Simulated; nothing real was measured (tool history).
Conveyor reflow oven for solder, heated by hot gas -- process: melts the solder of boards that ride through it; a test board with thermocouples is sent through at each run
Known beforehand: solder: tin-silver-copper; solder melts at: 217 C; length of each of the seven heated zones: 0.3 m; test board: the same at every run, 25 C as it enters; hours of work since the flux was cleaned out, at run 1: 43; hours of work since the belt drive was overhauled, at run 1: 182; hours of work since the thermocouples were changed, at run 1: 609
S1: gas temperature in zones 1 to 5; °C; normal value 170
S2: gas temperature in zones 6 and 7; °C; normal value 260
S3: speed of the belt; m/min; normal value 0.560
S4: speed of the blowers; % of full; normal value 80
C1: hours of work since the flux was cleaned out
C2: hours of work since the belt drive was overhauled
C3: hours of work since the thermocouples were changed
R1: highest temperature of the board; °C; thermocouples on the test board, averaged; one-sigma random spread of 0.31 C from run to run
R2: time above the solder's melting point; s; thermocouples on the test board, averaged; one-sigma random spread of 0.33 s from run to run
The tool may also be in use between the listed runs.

| run | day | S1 | S2 | S3 | S4 | C1 | C2 | C3 | R1 | R2 |
|---|---|---|---|---|---|---|---|---|---|---|
| 1 | 0.000 | 170 | 260 | 0.560 | 80 | 43 | 182 | 609 | 245.6 | 43.3 |
| 2 | 0.479 | 170 | 260 | 0.560 | 80 | 48 | 187 | 614 | 245.2 | 42.6 |
| 3 | 0.958 | 170 | 260 | 0.560 | 80 | 53 | 192 | 619 | 245.5 | 42.7 |
| 4 | 1.483 | 170 | 260 | 0.560 | 80 | 58 | 197 | 624 | 245.4 | 43.1 |
| 5 | 2.021 | 170 | 260 | 0.560 | 80 | 63 | 203 | 629 | 245.2 | 42.0 |
| 6 | 2.508 | 170 | 260 | 0.560 | 80 | 68 | 207 | 634 | 245.0 | 42.8 |
| 7 | 2.838 | 170 | 260 | 0.560 | 80 | 72 | 211 | 638 | 245.2 | 42.5 |
| 8 | 3.342 | 170 | 260 | 0.560 | 80 | 77 | 216 | 643 | 245.4 | 43.0 |
| 9 | 3.708 | 170 | 260 | 0.560 | 69 | 80 | 220 | 646 | 242.4 | 39.7 |
| 10 | 4.112 | 170 | 269 | 0.560 | 80 | 84 | 224 | 650 | 252.9 | 47.9 |
| 11 | 4.338 | 170 | 269 | 0.560 | 80 | 87 | 226 | 653 | 252.9 | 47.5 |
| 12 | 4.567 | 155 | 255 | 0.560 | 80 | 89 | 228 | 655 | 237.9 | 32.6 |
| 13 | 4.792 | 155 | 255 | 0.560 | 80 | 91 | 230 | 657 | 237.9 | 32.9 |
|  | 5.000 | belt drive overhauled, speed set with a stopwatch |
| 14 | 5.462 | 165 | 268 | 0.644 | 82 | 96 | 5 | 662 | 247.3 | 35.7 |
| 15 | 5.846 | 157 | 260 | 0.560 | 54 | 100 | 9 | 666 | 233.7 | 26.2 |
| 16 | 6.138 | 177 | 260 | 0.560 | 81 | 103 | 11 | 669 | 246.2 | 45.5 |
| 17 | 6.462 | 166 | 253 | 0.625 | 59 | 106 | 15 | 672 | 228.0 | 18.9 |
| 18 | 6.738 | 166 | 253 | 0.625 | 59 | 109 | 17 | 675 | 228.0 | 18.5 |
| 19 | 6.962 | 159 | 260 | 0.546 | 56 | 111 | 20 | 677 | 235.9 | 30.4 |
| 20 | 7.404 | 180 | 260 | 0.478 | 56 | 116 | 24 | 682 | 245.3 | 53.6 |
|  | 7.717 | belt drive overhauled, speed set with a stopwatch, once more |
| 21 | 7.967 | 180 | 260 | 0.478 | 56 | 120 | 3 | 686 | 245.6 | 52.4 |
| 22 | 8.221 | 157 | 272 | 0.478 | 56 | 122 | 5 | 688 | 251.6 | 49.2 |

Consider 3 possible next runs. They are alternatives, not a sequence: every one starts from the tool as it was left by run 22. What does each give?
| A | 8.438 | 170 | 261 | 0.560 | 76 | 125 | 7 | 691 | ? | ? |
| B | 8.438 | 157 | 272 | 0.565 | 57 | 125 | 7 | 691 | ? | ? |
| C | 8.438 | 170 | 270 | 0.560 | 68 | 125 | 7 | 691 | ? | ? |

| run | R1 | R2 |
|---|---|---|
| A | 244.3 | 41.7 |
| B | 244.3 | 34.7 |
| C | 249.6 | 44.5 |
Had the tool no hidden state, the same runs would have come out as:
| run | R1 | R2 |
|---|---|---|
| A | 244.7 | 42.4 |
| B | 244.9 | 35.5 |
| C | 250.1 | 45.1 |

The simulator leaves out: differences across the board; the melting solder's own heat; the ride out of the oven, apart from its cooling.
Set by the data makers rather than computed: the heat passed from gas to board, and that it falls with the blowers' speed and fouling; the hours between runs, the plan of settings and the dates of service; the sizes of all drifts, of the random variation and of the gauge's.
